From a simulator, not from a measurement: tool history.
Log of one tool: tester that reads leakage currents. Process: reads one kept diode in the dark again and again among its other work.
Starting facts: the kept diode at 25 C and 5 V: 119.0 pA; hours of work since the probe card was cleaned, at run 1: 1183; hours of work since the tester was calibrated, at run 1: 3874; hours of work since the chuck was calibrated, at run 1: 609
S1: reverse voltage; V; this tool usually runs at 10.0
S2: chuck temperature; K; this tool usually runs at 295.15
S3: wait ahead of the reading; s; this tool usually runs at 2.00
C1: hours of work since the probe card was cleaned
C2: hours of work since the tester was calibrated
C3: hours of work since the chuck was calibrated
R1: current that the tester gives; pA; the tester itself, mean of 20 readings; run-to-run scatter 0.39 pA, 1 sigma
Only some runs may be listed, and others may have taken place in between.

run,day,S1,S2,S3,C1,C2,C3,R1
1,0.000,10.0,295.15,2.00,1183,3874,609,142.69
2,6.042,10.0,293.15,2.00,1282,3973,708,123.80
3,12.450,2.2,295.15,2.00,1387,4078,813,68.66
4,16.021,10.0,295.15,2.00,1446,4136,872,145.81
5,20.625,10.0,295.15,2.00,1521,4211,947,147.52
6,25.742,10.0,295.15,2.00,1605,4295,1031,147.84
7,31.921,10.0,295.15,2.00,1706,4396,1132,150.20
8,37.421,9.5,295.15,2.00,1796,4486,1222,146.84
9,41.479,9.5,295.15,2.00,1862,4553,1288,149.06
10,45.238,10.0,295.15,2.00,1924,4614,1350,153.49
11,51.204,10.0,295.15,2.00,2022,4712,1448,155.10
12,55.488,10.0,295.15,2.00,2092,4782,1518,156.19
13,60.883,10.0,295.15,2.00,2180,4871,1606,157.75
14,65.512,10.0,295.15,8.72,2256,4947,1682,157.60
15,69.642,10.0,295.15,2.08,2324,5014,1750,159.89
16,73.021,10.0,295.15,0.49,2379,5069,1805,166.17
17,76.183,10.0,295.15,0.49,2431,5121,1857,166.16
18,80.533,10.0,295.15,0.49,2502,5192,1928,166.96
19,86.133,10.0,295.15,0.49,2594,5284,2020,169.70
20,92.229,10.0,294.15,2.00,2694,5384,2119,154.81
# day 95.967: probe card cleaned and baked
# day 98.296: chuck's temperature calibrated
21,98.600,10.0,294.15,2.00,42,5485,5,119.50
22,101.846,10.0,294.15,2.00,95,5538,58,119.92
23,106.408,10.0,294.15,2.00,170,5613,133,121.88
24,110.400,16.7,294.15,2.00,235,5678,198,156.26
# day 115.062: tester calibrated
25,115.092,6.6,294.15,2.00,310,0,274,99.39
26,118.446,3.9,298.15,1.21,365,55,329,108.56
27,125.721,7.5,317.15,1.21,484,175,448,635.28
28,129.488,10.0,307.15,0.35,546,236,509,354.17
29,134.138,1.3,302.15,0.39,622,312,586,93.47
30,140.488,1.3,302.15,0.39,726,416,690,92.69
31,144.475,2.1,314.15,0.53,792,482,755,289.47
32,147.750,10.0,294.15,0.39,845,535,808,135.55
33,152.608,10.0,294.15,0.39,925,615,888,137.56
34,158.129,4.4,298.15,2.88,1015,705,978,120.56
35,164.150,10.0,298.15,3.17,1114,804,1077,179.55
36,168.625,3.1,303.15,5.49,1187,877,1150,152.60
37,173.342,3.1,303.15,5.49,1264,954,1228,153.62
38,179.488,1.5,303.15,9.65,1365,1055,1328,109.98
39,185.096,1.5,297.15,9.65,1457,1147,1420,68.61

Predict each of these 3 candidate next runs independently; none follows another, all start after run 39:
A,191.762,4.4,295.15,1.99,1566,1256,1529,?
B,191.762,4.9,297.15,9.65,1566,1256,1529,?
C,191.762,4.2,325.15,0.81,1566,1256,1529,?

run,R1
A,100.14
B,121.95
C,895.25
Stripped of hidden state, with their random variation kept, the same runs would have yielded:
run,R1
A,88.85
B,108.91
C,849.53
